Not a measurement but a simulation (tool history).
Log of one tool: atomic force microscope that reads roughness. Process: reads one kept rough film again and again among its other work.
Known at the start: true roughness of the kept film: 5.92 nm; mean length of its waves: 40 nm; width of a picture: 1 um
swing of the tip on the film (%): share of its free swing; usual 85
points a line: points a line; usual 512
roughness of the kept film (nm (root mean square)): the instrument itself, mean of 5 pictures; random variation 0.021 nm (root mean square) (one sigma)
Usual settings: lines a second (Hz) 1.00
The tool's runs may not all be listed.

run,hour,lines a second (Hz),swing of the tip on the film (%),points a line,roughness of the kept film (nm (root mean square))
1,0.0,1.00,85,512,3.953
# hour 20.1: new tip fitted
2,36.2,1.82,85,512,4.654
3,68.3,1.82,85,512,4.270
4,90.5,1.82,85,512,4.039
5,129.9,1.82,85,512,3.673
# hour 134.5: new tip fitted
6,153.4,1.82,85,512,4.625
7,183.4,0.80,85,512,4.470
8,213.7,1.00,85,512,4.111
9,234.4,1.00,85,512,3.881
# hour 250.1: new tip fitted
10,256.8,1.00,85,700,5.025
11,281.3,1.00,85,700,4.689
12,325.6,1.00,70,700,4.304
# hour 368.0: new tip fitted
13,368.4,1.00,70,700,5.180
14,390.9,1.00,55,512,4.965
15,424.4,1.00,85,317,4.342
16,444.1,1.00,85,317,4.126
17,464.2,1.00,77,512,4.032
# hour 483.2: new tip fitted
18,484.0,1.91,77,749,4.931
19,509.6,0.72,85,512,4.740
20,542.9,0.72,85,512,4.345
21,569.8,1.00,85,281,4.026
# hour 598.4: new tip fitted
22,598.4,1.00,85,281,4.993
23,642.4,1.00,85,281,4.508
24,673.1,1.00,64,303,4.356
25,706.0,1.00,66,387,4.033

Forecast run 26:
# hour 713.6: new tip fitted
26,737.7,0.71,85,512,?

roughness of the kept film (nm (root mean square)): 4.721
Without the tool's hidden state the same run would have given roughness of the kept film (nm (root mean square)) 5.134.
